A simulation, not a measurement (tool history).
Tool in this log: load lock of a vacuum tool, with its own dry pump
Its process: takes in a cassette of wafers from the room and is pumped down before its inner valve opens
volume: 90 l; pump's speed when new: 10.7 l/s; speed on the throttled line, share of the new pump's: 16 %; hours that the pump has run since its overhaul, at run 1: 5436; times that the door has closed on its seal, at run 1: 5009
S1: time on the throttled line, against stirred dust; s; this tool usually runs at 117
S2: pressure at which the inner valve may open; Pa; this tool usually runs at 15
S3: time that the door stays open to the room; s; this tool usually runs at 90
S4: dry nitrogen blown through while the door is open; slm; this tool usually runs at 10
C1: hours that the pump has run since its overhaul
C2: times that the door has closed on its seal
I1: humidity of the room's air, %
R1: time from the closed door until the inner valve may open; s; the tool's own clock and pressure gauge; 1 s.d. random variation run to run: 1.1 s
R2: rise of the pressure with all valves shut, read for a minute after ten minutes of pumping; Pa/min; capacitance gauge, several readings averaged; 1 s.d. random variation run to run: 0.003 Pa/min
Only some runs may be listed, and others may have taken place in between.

Run 1, hour 0: usual settings; C1 5436; C2 5009; I1 42.9. Result: R1 176.5 s, R2 0.041 Pa/min.
Run 2, hour 562.9: usual settings but S4 6 slm; C1 5999; C2 6986; I1 44.8. Result: R1 174.5 s, R2 0.058 Pa/min.
Run 3, hour 1125.1: usual settings but S4 6 slm; C1 6561; C2 8959; I1 46.5. Result: R1 178.1 s, R2 0.069 Pa/min.
Run 4, hour 1627.4: usual settings but S4 18 slm; C1 7063; C2 10723; I1 44.2. Result: R1 177.3 s, R2 0.082 Pa/min.
Run 5, hour 2060.9: usual settings; C1 7497; C2 12245; I1 43.8. Result: R1 176.7 s, R2 0.092 Pa/min.
Run 6, hour 2464.9: usual settings; C1 7901; C2 13663; I1 45.6. Result: R1 177.9 s, R2 0.113 Pa/min.
Run 7, hour 2955.1: usual settings but S2 29 Pa; C1 8391; C2 15385; I1 43.5. Result: R1 171 s, R2 0.127 Pa/min.
Run 8, hour 3497.8: usual settings but S2 29 Pa; C1 8934; C2 17290; I1 45.2. Result: R1 171.9 s, R2 0.15 Pa/min.
Run 9, hour 3958.9: usual settings but S3 37 s; C1 9395; C2 18909; I1 45.7. Result: R1 179.8 s, R2 0.149 Pa/min.
Run 10, hour 4512.5: usual settings but S3 37 s; C1 9948; C2 20853; I1 44.5. Result: R1 178.5 s, R2 0.175 Pa/min.
Run 11, hour 5031.3: usual settings but S3 37 s; C1 10467; C2 22674; I1 45.8. Result: R1 179.7 s, R2 0.196 Pa/min.
Run 12, hour 5374: usual settings; C1 10810; C2 23877; I1 47.6. Result: R1 179.8 s, R2 0.221 Pa/min.
Run 13, hour 5747.9: usual settings; C1 11184; C2 25190; I1 43.5. Result: R1 178.8 s, R2 0.239 Pa/min.
Run 14, hour 6039.9: usual settings but S4 4 slm; C1 11476; C2 26215; I1 47.2. Result: R1 179.6 s, R2 0.267 Pa/min.
Run 15, hour 6437.9: usual settings but S1 87 s; C1 11874; C2 27613; I1 47.1. Result: R1 157 s, R2 0.283 Pa/min.
Run 16, hour 6801.6: usual settings; C1 12237; C2 28890; I1 47.2. Result: R1 179.9 s, R2 0.298 Pa/min.
At hour 7178.2: door's seal changed, seat wiped.
Run 17, hour 7296: usual settings; C1 12730; C2 413; I1 46.9. Result: R1 181.4 s, R2 0.03 Pa/min.
Run 18, hour 7738: usual settings but S4 39 slm; C1 13172; C2 1965; I1 44.3. Result: R1 182.3 s, R2 0.021 Pa/min.
Run 19, hour 8222.3: usual settings but S4 39 slm; C1 13657; C2 3665; I1 49.1. Result: R1 184.1 s, R2 0.029 Pa/min.
Run 20, hour 8764.1: usual settings but S2 29 Pa, S4 6 slm; C1 14198; C2 5568; I1 45.3. Result: R1 175.9 s, R2 0.047 Pa/min.
Run 21, hour 9284.7: usual settings but S1 106 s; C1 14719; C2 7395; I1 43.9. Result: R1 173 s, R2 0.061 Pa/min.
Run 22, hour 9649: usual settings but S1 106 s, S2 23 Pa, S3 51 s; C1 15083; C2 8674; I1 43. Result: R1 170.3 s, R2 0.06 Pa/min.
Run 23, hour 9989.8: usual settings but S1 68 s; C1 15424; C2 9871; I1 44.5. Result: R1 142.6 s, R2 0.077 Pa/min.
Run 24, hour 10563: usual settings but S1 122 s, S4 21 slm; C1 15997; C2 11883; I1 43. Result: R1 189 s, R2 0.09 Pa/min.
Run 25, hour 11069.8: usual settings but S2 12 Pa, S3 120 s; C1 16504; C2 13663; I1 45.6. Result: R1 186.2 s, R2 0.112 Pa/min.
Run 26, hour 11581.7: usual settings but S3 124 s; C1 17016; C2 15460; I1 45.6. Result: R1 183 s, R2 0.128 Pa/min.
Run 27, hour 12123.6: usual settings but S2 29 Pa; C1 17558; C2 17363; I1 43.4. Result: R1 178.6 s, R2 0.145 Pa/min.
Run 28, hour 12444.5: usual settings but S2 23 Pa; C1 17879; C2 18489; I1 44.6. Result: R1 183.4 s, R2 0.158 Pa/min.
Run 29, hour 12858.4: usual settings but S2 23 Pa; C1 18293; C2 19942; I1 46.3. Result: R1 181.5 s, R2 0.171 Pa/min.
Run 30, hour 13192.2: usual settings but S1 63 s, S4 21 slm; C1 18626; C2 21114; I1 48. Result: R1 141.9 s, R2 0.186 Pa/min.
Run 31, hour 13777.6: usual settings but S1 88 s, S2 19 Pa, S4 5 slm; C1 19212; C2 23170; I1 42.8. Result: R1 158.2 s, R2 0.224 Pa/min.
Run 32, hour 14235: usual settings but S1 63 s, S2 22 Pa, S3 87 s, S4 5 slm; C1 19669; C2 24776; I1 43.4. Result: R1 139.6 s, R2 0.245 Pa/min.
Run 33, hour 14593.7: usual settings but S1 203 s, S2 17 Pa, S4 34 slm; C1 20028; C2 26035; I1 46.4. Result: R1 255.4 s, R2 0.252 Pa/min.
Run 34, hour 15143.5: usual settings but S1 203 s, S2 17 Pa, S4 34 slm; C1 20578; C2 27966; I1 44.6. Result: R1 253.4 s, R2 0.278 Pa/min.
Run 35, hour 15468.8: usual settings but S1 203 s, S2 17 Pa, S3 87 s, S4 18 slm; C1 20903; C2 29108; I1 45.7. Result: R1 258.3 s, R2 0.306 Pa/min.
At hour 15785.6: door's seal changed, seat wiped.
Run 36, hour 16003.8: usual settings but S1 87 s, S2 22 Pa, S4 16 slm; C1 21437; C2 766; I1 47. Result: R1 156.9 s, R2 0.033 Pa/min.
Run 37, hour 16404.3: usual settings but S1 87 s, S2 22 Pa, S4 16 slm; C1 21837; C2 2172; I1 44.4. Result: R1 160.5 s, R2 0.031 Pa/min.

Entry by entry between the runs, the difference in hidden state between the last listed run before and the first listed run after:
After run 16, before run 17: door's seal changed, seat wiped (hour 7178.2)
  pump's speed, % of a new pump's: 88.6 -> 88.1; leak at the door's seal, Pa l/s: 0.4104 -> 0.0048
  the result without the hidden state subtracted from the measured one, R1: +7.4 -> +7.7 s; R2: +0.272 -> +0.002 Pa/min
After run 35, before run 36: door's seal changed, seat wiped (hour 15785.6)
  pump's speed, % of a new pump's: 80.5 -> 80; leak at the door's seal, Pa l/s: 0.4252 -> 0.0058
  the result without the hidden state subtracted from the measured one, R1: +10.5 -> +14.2 s; R2: +0.283 -> +0.003 Pa/min
